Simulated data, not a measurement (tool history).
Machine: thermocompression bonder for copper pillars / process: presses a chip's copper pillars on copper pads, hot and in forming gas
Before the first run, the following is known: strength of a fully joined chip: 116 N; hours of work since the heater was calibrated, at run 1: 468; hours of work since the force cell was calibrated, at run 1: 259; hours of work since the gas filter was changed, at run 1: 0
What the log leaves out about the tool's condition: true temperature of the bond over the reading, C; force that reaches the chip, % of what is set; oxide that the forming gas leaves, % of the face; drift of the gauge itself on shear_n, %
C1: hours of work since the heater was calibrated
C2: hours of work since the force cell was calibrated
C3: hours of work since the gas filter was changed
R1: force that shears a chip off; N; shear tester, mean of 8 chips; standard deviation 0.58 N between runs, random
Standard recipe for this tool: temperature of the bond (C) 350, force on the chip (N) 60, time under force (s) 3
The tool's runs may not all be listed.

run 1 day=0.000 | temperature_of_the_bond_(C)=350 force_on_the_chip_(N)=60 time_under_force_(s)=3 | C1=468 C2=259 C3=0 | R1=56.0
run 2 day=1.554 | temperature_of_the_bond_(C)=350 force_on_the_chip_(N)=60 time_under_force_(s)=3 | C1=497 C2=288 C3=29 | R1=55.8
run 3 day=2.312 | temperature_of_the_bond_(C)=350 force_on_the_chip_(N)=60 time_under_force_(s)=3 | C1=511 C2=302 C3=43 | R1=53.5
run 4 day=2.975 | temperature_of_the_bond_(C)=350 force_on_the_chip_(N)=60 time_under_force_(s)=4 | C1=524 C2=315 C3=55 | R1=59.4
run 5 day=3.633 | temperature_of_the_bond_(C)=350 force_on_the_chip_(N)=60 time_under_force_(s)=3 | C1=536 C2=327 C3=68 | R1=54.5
run 6 day=5.096 | temperature_of_the_bond_(C)=350 force_on_the_chip_(N)=60 time_under_force_(s)=3 | C1=563 C2=354 C3=95 | R1=53.9
run 7 day=5.996 | temperature_of_the_bond_(C)=350 force_on_the_chip_(N)=71 time_under_force_(s)=3 | C1=580 C2=371 C3=112 | R1=63.3
run 8 day=6.642 | temperature_of_the_bond_(C)=350 force_on_the_chip_(N)=71 time_under_force_(s)=3 | C1=592 C2=383 C3=124 | R1=62.1
run 9 day=8.146 | temperature_of_the_bond_(C)=350 force_on_the_chip_(N)=71 time_under_force_(s)=3 | C1=620 C2=411 C3=152 | R1=61.9
run 10 day=9.133 | temperature_of_the_bond_(C)=350 force_on_the_chip_(N)=71 time_under_force_(s)=3 | C1=638 C2=429 C3=170 | R1=61.3
run 11 day=9.771 | temperature_of_the_bond_(C)=350 force_on_the_chip_(N)=71 time_under_force_(s)=3 | C1=650 C2=441 C3=182 | R1=61.6
run 12 day=10.788 | temperature_of_the_bond_(C)=350 force_on_the_chip_(N)=71 time_under_force_(s)=3 | C1=669 C2=460 C3=201 | R1=61.8
run 13 day=11.962 | temperature_of_the_bond_(C)=350 force_on_the_chip_(N)=71 time_under_force_(s)=3 | C1=691 C2=482 C3=223 | R1=61.3
run 14 day=12.658 | temperature_of_the_bond_(C)=350 force_on_the_chip_(N)=71 time_under_force_(s)=3 | C1=704 C2=495 C3=236 | R1=59.6
-- day=13.054 forming gas filter changed
run 15 day=13.746 | temperature_of_the_bond_(C)=350 force_on_the_chip_(N)=71 time_under_force_(s)=3 | C1=724 C2=515 C3=13 | R1=66.8
run 16 day=14.579 | temperature_of_the_bond_(C)=350 force_on_the_chip_(N)=60 time_under_force_(s)=3 | C1=739 C2=530 C3=28 | R1=55.5
run 17 day=15.388 | temperature_of_the_bond_(C)=350 force_on_the_chip_(N)=60 time_under_force_(s)=3 | C1=754 C2=545 C3=43 | R1=56.4
run 18 day=16.888 | temperature_of_the_bond_(C)=350 force_on_the_chip_(N)=60 time_under_force_(s)=3 | C1=782 C2=573 C3=71 | R1=56.3
run 19 day=18.017 | temperature_of_the_bond_(C)=350 force_on_the_chip_(N)=60 time_under_force_(s)=3 | C1=803 C2=594 C3=92 | R1=55.8
run 20 day=19.412 | temperature_of_the_bond_(C)=350 force_on_the_chip_(N)=56 time_under_force_(s)=3 | C1=829 C2=620 C3=118 | R1=50.5
run 21 day=20.708 | temperature_of_the_bond_(C)=350 force_on_the_chip_(N)=78 time_under_force_(s)=2 | C1=853 C2=644 C3=142 | R1=61.6
-- day=20.921 force cell calibrated
run 22 day=21.621 | temperature_of_the_bond_(C)=328 force_on_the_chip_(N)=59 time_under_force_(s)=2 | C1=869 C2=13 C3=158 | R1=38.3
run 23 day=22.496 | temperature_of_the_bond_(C)=379 force_on_the_chip_(N)=59 time_under_force_(s)=2 | C1=885 C2=29 C3=175 | R1=59.0
run 24 day=23.904 | temperature_of_the_bond_(C)=351 force_on_the_chip_(N)=36 time_under_force_(s)=4 | C1=912 C2=56 C3=201 | R1=34.7
-- day=25.046 force cell calibrated, once more
run 25 day=25.300 | temperature_of_the_bond_(C)=360 force_on_the_chip_(N)=44 time_under_force_(s)=3 | C1=936 C2=5 C3=226 | R1=40.9
-- day=26.204 forming gas filter changed
run 26 day=26.388 | temperature_of_the_bond_(C)=353 force_on_the_chip_(N)=68 time_under_force_(s)=2 | C1=956 C2=25 C3=3 | R1=57.9
run 27 day=27.650 | temperature_of_the_bond_(C)=332 force_on_the_chip_(N)=68 time_under_force_(s)=4 | C1=980 C2=48 C3=27 | R1=62.0
run 28 day=29.000 | temperature_of_the_bond_(C)=343 force_on_the_chip_(N)=60 time_under_force_(s)=3 | C1=1005 C2=73 C3=52 | R1=52.8
run 29 day=30.467 | temperature_of_the_bond_(C)=343 force_on_the_chip_(N)=60 time_under_force_(s)=3 | C1=1032 C2=101 C3=79 | R1=52.8
-- day=31.888 heater calibrated with a thermocouple chip
run 30 day=31.888 | temperature_of_the_bond_(C)=350 force_on_the_chip_(N)=41 time_under_force_(s)=2 | C1=0 C2=125 C3=104 | R1=26.8
run 31 day=32.525 | temperature_of_the_bond_(C)=346 force_on_the_chip_(N)=41 time_under_force_(s)=6 | C1=12 C2=137 C3=116 | R1=40.8
run 32 day=33.308 | temperature_of_the_bond_(C)=346 force_on_the_chip_(N)=41 time_under_force_(s)=6 | C1=26 C2=152 C3=131 | R1=40.5
run 33 day=34.829 | temperature_of_the_bond_(C)=372 force_on_the_chip_(N)=41 time_under_force_(s)=6 | C1=55 C2=180 C3=159 | R1=51.3
run 34 day=35.883 | temperature_of_the_bond_(C)=372 force_on_the_chip_(N)=41 time_under_force_(s)=6 | C1=74 C2=200 C3=179 | R1=50.1
run 35 day=36.854 | temperature_of_the_bond_(C)=361 force_on_the_chip_(N)=60 time_under_force_(s)=3 | C1=92 C2=218 C3=197 | R1=52.9
run 36 day=38.329 | temperature_of_the_bond_(C)=361 force_on_the_chip_(N)=60 time_under_force_(s)=3 | C1=120 C2=245 C3=224 | R1=52.9
-- day=39.292 forming gas filter changed
run 37 day=39.571 | temperature_of_the_bond_(C)=361 force_on_the_chip_(N)=60 time_under_force_(s)=3 | C1=143 C2=268 C3=5 | R1=58.7
run 38 day=41.083 | temperature_of_the_bond_(C)=369 force_on_the_chip_(N)=50 time_under_force_(s)=3 | C1=171 C2=296 C3=33 | R1=51.5
run 39 day=42.142 | temperature_of_the_bond_(C)=327 force_on_the_chip_(N)=50 time_under_force_(s)=2 | C1=191 C2=316 C3=53 | R1=28.2

3 ways to go on from here, each from the tool as it stands after run 39. What would each give?
run A day=43.429 | temperature_of_the_bond_(C)=336 force_on_the_chip_(N)=74 time_under_force_(s)=4 | C1=214 C2=340 C3=77 | R1=?
run B day=43.429 | temperature_of_the_bond_(C)=379 force_on_the_chip_(N)=49 time_under_force_(s)=3 | C1=214 C2=340 C3=77 | R1=?
run C day=43.429 | temperature_of_the_bond_(C)=328 force_on_the_chip_(N)=46 time_under_force_(s)=2 | C1=214 C2=340 C3=77 | R1=?

run=A R1=62.1
run=B R1=54.0
run=C R1=25.9
What these runs would have given with no unlogged condition in the tool:
run=A R1=61.6
run=B R1=53.6
run=C R1=25.3
